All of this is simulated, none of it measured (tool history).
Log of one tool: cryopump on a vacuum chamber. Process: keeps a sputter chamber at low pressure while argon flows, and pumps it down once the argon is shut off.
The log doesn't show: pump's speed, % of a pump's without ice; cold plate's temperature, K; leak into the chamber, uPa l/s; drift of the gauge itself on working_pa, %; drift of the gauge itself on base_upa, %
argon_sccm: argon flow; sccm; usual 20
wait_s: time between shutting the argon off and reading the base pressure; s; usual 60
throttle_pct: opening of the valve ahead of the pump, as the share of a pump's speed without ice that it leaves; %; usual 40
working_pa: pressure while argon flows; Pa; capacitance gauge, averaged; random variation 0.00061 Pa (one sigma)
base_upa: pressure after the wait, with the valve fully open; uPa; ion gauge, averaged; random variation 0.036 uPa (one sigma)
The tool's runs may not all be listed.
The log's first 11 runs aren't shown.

run	hour	argon_sccm	wait_s	throttle_pct	hours of work since the pump was warmed up and emptied	hours of work since the cold head was overhauled	hours of work since the chamber's fittings were tightened	working_pa	base_upa
12	150.0	20	62	18	566	566	508	0.1990	2.90
13	164.4	20	62	18	576	576	517	0.2003	2.89
14	183.0	20	62	18	588	588	529	0.2007	3.02
15	192.8	20	60	45	594	594	535	0.0864	3.08
16	207.0	20	60	45	603	603	544	0.0857	3.09
17	219.5	20	60	45	611	611	552	0.0851	3.06
18	236.9	22	60	40	622	622	564	0.1070	3.07
19	250.2	20	41	22	631	631	572	0.1660	3.94
20	260.5	18	117	54	638	638	579	0.0676	2.36
21	275.0	18	117	54	647	647	588	0.0667	2.36
22	286.4	27	69	30	654	654	596	0.1692	2.99
23	305.0	27	69	30	667	667	608	0.1712	3.02
24	318.3	9	68	22	675	675	616	0.0753	3.11
25	334.1	10	60	18	685	685	627	0.0991	3.21
26	351.1	20	127	17	696	696	638	0.2149	2.42
27	370.3	20	38	36	709	709	650	0.1089	4.37
28	386.7	17	41	46	719	719	661	0.0740	4.08
29	401.1	14	213	46	729	729	670	0.0614	2.23
30	414.2	14	213	46	737	737	679	0.0611	2.23
31	424.8	14	213	46	744	744	685	0.0615	2.24
32	435.7	11	202	30	751	751	692	0.0704	2.26
33	452.7	11	202	30	762	762	703	0.0706	2.29

Forecast run 34:
34	469.2	11	202	30	773	773	714	?	?

working_pa: 0.0708 Pa
base_upa: 2.34 uPa
Without the tool's hidden state the same run would have given working_pa 0.0631 Pa, base_upa 0.79 uPa.
